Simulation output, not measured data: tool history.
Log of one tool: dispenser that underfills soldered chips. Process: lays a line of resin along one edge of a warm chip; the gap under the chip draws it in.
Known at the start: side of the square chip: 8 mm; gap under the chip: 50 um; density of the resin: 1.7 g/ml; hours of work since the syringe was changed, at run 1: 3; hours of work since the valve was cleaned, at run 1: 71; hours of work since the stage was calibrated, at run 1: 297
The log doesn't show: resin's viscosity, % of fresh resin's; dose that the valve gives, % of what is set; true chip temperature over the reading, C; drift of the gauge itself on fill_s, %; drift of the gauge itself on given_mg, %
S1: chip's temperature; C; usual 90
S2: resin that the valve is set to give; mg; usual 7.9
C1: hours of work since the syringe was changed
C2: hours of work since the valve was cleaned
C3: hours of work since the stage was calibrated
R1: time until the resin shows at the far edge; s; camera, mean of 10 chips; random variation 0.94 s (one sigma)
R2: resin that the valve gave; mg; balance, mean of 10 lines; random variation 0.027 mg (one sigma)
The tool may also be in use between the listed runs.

{"run": 1, "hour": 0.0, "S1": 90, "S2": 7.9, "C1": 3, "C2": 71, "C3": 297, "R1": 99.4, "R2": 7.31}
{"hour": 3.5, "done": "dispensing valve cleaned and set on the balance"}
{"hour": 11.6, "done": "new syringe of resin"}
{"run": 2, "hour": 12.5, "S1": 90, "S2": 7.9, "C1": 1, "C2": 5, "C3": 304, "R1": 89.9, "R2": 7.87}
{"run": 3, "hour": 23.0, "S1": 90, "S2": 7.49, "C1": 7, "C2": 12, "C3": 311, "R1": 113.2, "R2": 7.37}
{"hour": 27.3, "done": "new syringe of resin"}
{"run": 4, "hour": 31.6, "S1": 90, "S2": 9.66, "C1": 3, "C2": 17, "C3": 316, "R1": 93.4, "R2": 9.46}
{"run": 5, "hour": 41.3, "S1": 90, "S2": 9.66, "C1": 9, "C2": 23, "C3": 322, "R1": 113.9, "R2": 9.45}
{"hour": 43.3, "done": "new syringe of resin"}
{"run": 6, "hour": 48.1, "S1": 90, "S2": 9.66, "C1": 3, "C2": 27, "C3": 326, "R1": 93.1, "R2": 9.42}
{"run": 7, "hour": 53.7, "S1": 90, "S2": 9.66, "C1": 6, "C2": 31, "C3": 330, "R1": 105.1, "R2": 9.35}
{"hour": 59.1, "done": "new syringe of resin"}
{"run": 8, "hour": 62.6, "S1": 75, "S2": 9.66, "C1": 2, "C2": 36, "C3": 335, "R1": 140, "R2": 9.31}
{"run": 9, "hour": 73.1, "S1": 75, "S2": 9.66, "C1": 9, "C2": 42, "C3": 341, "R1": 173.6, "R2": 9.23}
{"hour": 74.5, "done": "new syringe of resin"}
{"run": 10, "hour": 84.3, "S1": 75, "S2": 9.66, "C1": 6, "C2": 49, "C3": 348, "R1": 157.9, "R2": 9.15}
{"run": 11, "hour": 89.5, "S1": 75, "S2": 9.66, "C1": 9, "C2": 52, "C3": 351, "R1": 174, "R2": 9.14}
{"hour": 90.5, "done": "new syringe of resin"}
{"run": 12, "hour": 99.9, "S1": 75, "S2": 9.66, "C1": 6, "C2": 59, "C3": 358, "R1": 158.7, "R2": 9.15}
{"hour": 106.2, "done": "new syringe of resin"}
{"run": 13, "hour": 109.0, "S1": 75, "S2": 9.66, "C1": 2, "C2": 64, "C3": 363, "R1": 140.1, "R2": 9.03}
{"run": 14, "hour": 116.6, "S1": 75, "S2": 9.66, "C1": 6, "C2": 69, "C3": 368, "R1": 164.5, "R2": 9}
{"hour": 121.8, "done": "new syringe of resin"}
{"run": 15, "hour": 121.9, "S1": 75, "S2": 9.66, "C1": 0, "C2": 72, "C3": 371, "R1": 128.2, "R2": 8.92}
{"hour": 124.0, "done": "dispensing valve cleaned and set on the balance"}
{"run": 16, "hour": 133.4, "S1": 75, "S2": 8.43, "C1": 7, "C2": 6, "C3": 377, "R1": 161.7, "R2": 8.39}
{"hour": 138.7, "done": "new syringe of resin"}
{"run": 17, "hour": 141.3, "S1": 75, "S2": 8.43, "C1": 2, "C2": 11, "C3": 382, "R1": 141.8, "R2": 8.32}
{"run": 18, "hour": 146.1, "S1": 75, "S2": 8.43, "C1": 5, "C2": 14, "C3": 385, "R1": 155.2, "R2": 8.26}
{"run": 19, "hour": 153.1, "S1": 75, "S2": 8.43, "C1": 9, "C2": 18, "C3": 389, "R1": 179.6, "R2": 8.28}
{"hour": 154.8, "done": "new syringe of resin"}
{"run": 20, "hour": 160.6, "S1": 97, "S2": 9.68, "C1": 4, "C2": 22, "C3": 394, "R1": 79.8, "R2": 9.5}
{"run": 21, "hour": 169.3, "S1": 101, "S2": 7.29, "C1": 9, "C2": 28, "C3": 399, "R1": 90.7, "R2": 7.07}
{"hour": 170.3, "done": "new syringe of resin"}
{"run": 22, "hour": 175.9, "S1": 94, "S2": 6.8, "C1": 3, "C2": 32, "C3": 403, "R1": 92.5, "R2": 6.51}
{"hour": 186.4, "done": "new syringe of resin"}
{"run": 23, "hour": 187.7, "S1": 94, "S2": 6.8, "C1": 1, "C2": 39, "C3": 410, "R1": 84.3, "R2": 6.57}
{"run": 24, "hour": 195.6, "S1": 82, "S2": 8.94, "C1": 6, "C2": 44, "C3": 415, "R1": 128.5, "R2": 8.53}
{"hour": 202.6, "done": "new syringe of resin"}
{"run": 25, "hour": 207.7, "S1": 78, "S2": 7.4, "C1": 3, "C2": 51, "C3": 423, "R1": 138.8, "R2": 7.01}
{"run": 26, "hour": 214.8, "S1": 78, "S2": 7.4, "C1": 8, "C2": 55, "C3": 427, "R1": 160.7, "R2": 6.99}
{"hour": 218.2, "done": "new syringe of resin"}
{"run": 27, "hour": 226.4, "S1": 83, "S2": 8.08, "C1": 5, "C2": 62, "C3": 434, "R1": 126.6, "R2": 7.55}
{"run": 28, "hour": 232.4, "S1": 83, "S2": 8.08, "C1": 9, "C2": 66, "C3": 438, "R1": 143.4, "R2": 7.57}
{"hour": 234.4, "done": "new syringe of resin"}
{"hour": 244.2, "done": "dispensing valve cleaned and set on the balance"}
{"run": 29, "hour": 244.8, "S1": 91, "S2": 8.51, "C1": 6, "C2": 0, "C3": 445, "R1": 101.7, "R2": 8.49}
{"hour": 251.5, "done": "new syringe of resin"}
{"run": 30, "hour": 253.7, "S1": 93, "S2": 7.81, "C1": 1, "C2": 6, "C3": 450, "R1": 83.1, "R2": 7.72}
{"run": 31, "hour": 264.4, "S1": 90, "S2": 7.72, "C1": 8, "C2": 12, "C3": 457, "R1": 114.7, "R2": 7.65}
{"hour": 267.7, "done": "new syringe of resin"}
{"run": 32, "hour": 270.5, "S1": 77, "S2": 9.64, "C1": 2, "C2": 16, "C3": 460, "R1": 130.8, "R2": 9.42}
{"run": 33, "hour": 280.6, "S1": 84, "S2": 7.69, "C1": 8, "C2": 22, "C3": 466, "R1": 137, "R2": 7.54}
{"hour": 283.5, "done": "new syringe of resin"}
{"run": 34, "hour": 291.7, "S1": 103, "S2": 9.08, "C1": 5, "C2": 29, "C3": 473, "R1": 69.9, "R2": 8.77}

Hidden state or all else? Some run-to-run changes of R1, split into what the settings, what came in and random variation would give without the hidden state, and what is left for the hidden state (with any gauge scatter that isn't in both results):
Run 8 -> 9: no setting changed, nothing entered. R1 +33.6 s: hidden state +34, all else -0.4.
Run 14 -> 15: new syringe of resin. R1 -36.3 s: hidden state -33.4, all else -2.9.
Run 19 -> 20: S1 75 -> 97, S2 8.43 -> 9.68, new syringe of resin. R1 -99.8 s: hidden state -37.1, all else -62.7.
Run 23 -> 24: S1 94 -> 82, S2 6.8 -> 8.94. R1 +44.2 s: hidden state +18.1, all else +26.1.
Run 33 -> 34: S1 84 -> 103, S2 7.69 -> 9.08, new syringe of resin. R1 -67.1 s: hidden state -21.7, all else -45.4.

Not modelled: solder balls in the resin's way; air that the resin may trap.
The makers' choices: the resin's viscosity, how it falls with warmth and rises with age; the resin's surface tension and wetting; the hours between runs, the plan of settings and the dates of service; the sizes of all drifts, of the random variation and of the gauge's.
